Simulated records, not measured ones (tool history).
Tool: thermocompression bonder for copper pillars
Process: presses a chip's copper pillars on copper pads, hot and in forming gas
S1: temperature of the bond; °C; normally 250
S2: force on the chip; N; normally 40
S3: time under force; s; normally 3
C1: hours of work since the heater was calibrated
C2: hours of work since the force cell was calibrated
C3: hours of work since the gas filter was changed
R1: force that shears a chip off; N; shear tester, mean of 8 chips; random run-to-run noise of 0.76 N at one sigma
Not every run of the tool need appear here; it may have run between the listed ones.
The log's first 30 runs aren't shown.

run 31 hour=262.3 | S1=243 S2=45 S3=3 | C1=416 C2=379 C3=180 | R1=73.2
run 32 hour=269 | S1=243 S2=45 S3=3 | C1=421 C2=383 C3=185 | R1=73.1
run 33 hour=279.4 | S1=243 S2=45 S3=3 | C1=427 C2=390 C3=191 | R1=74.6
run 34 hour=289.4 | S1=251 S2=40 S3=8 | C1=433 C2=396 C3=197 | R1=96
run 35 hour=295.6 | S1=251 S2=40 S3=8 | C1=437 C2=400 C3=201 | R1=95.2
run 36 hour=301.1 | S1=227 S2=47 S3=4 | C1=441 C2=403 C3=205 | R1=65.8
run 37 hour=312.2 | S1=277 S2=40 S3=3 | C1=447 C2=410 C3=211 | R1=97.5
-- hour=320.4 forming gas filter changed
run 38 hour=322 | S1=278 S2=33 S3=4 | C1=453 C2=416 C3=1 | R1=94.3
run 39 hour=332 | S1=278 S2=33 S3=4 | C1=459 C2=422 C3=7 | R1=93.1

3 options for the next run, each taken on its own from the tool as it stands now. Forecast them:
run A hour=342.1 | S1=250 S2=25 S3=3 | C1=466 C2=429 C3=13 | R1=?
run B hour=342.1 | S1=248 S2=29 S3=7 | C1=466 C2=429 C3=13 | R1=?
run C hour=342.1 | S1=222 S2=38 S3=3 | C1=466 C2=429 C3=13 | R1=?

run=A R1=44.4
run=B R1=70.1
run=C R1=44
Take away the tool's hidden state, keep each run's random variation, and the runs would have read:
run=A R1=43.9
run=B R1=69.5
run=C R1=43.5
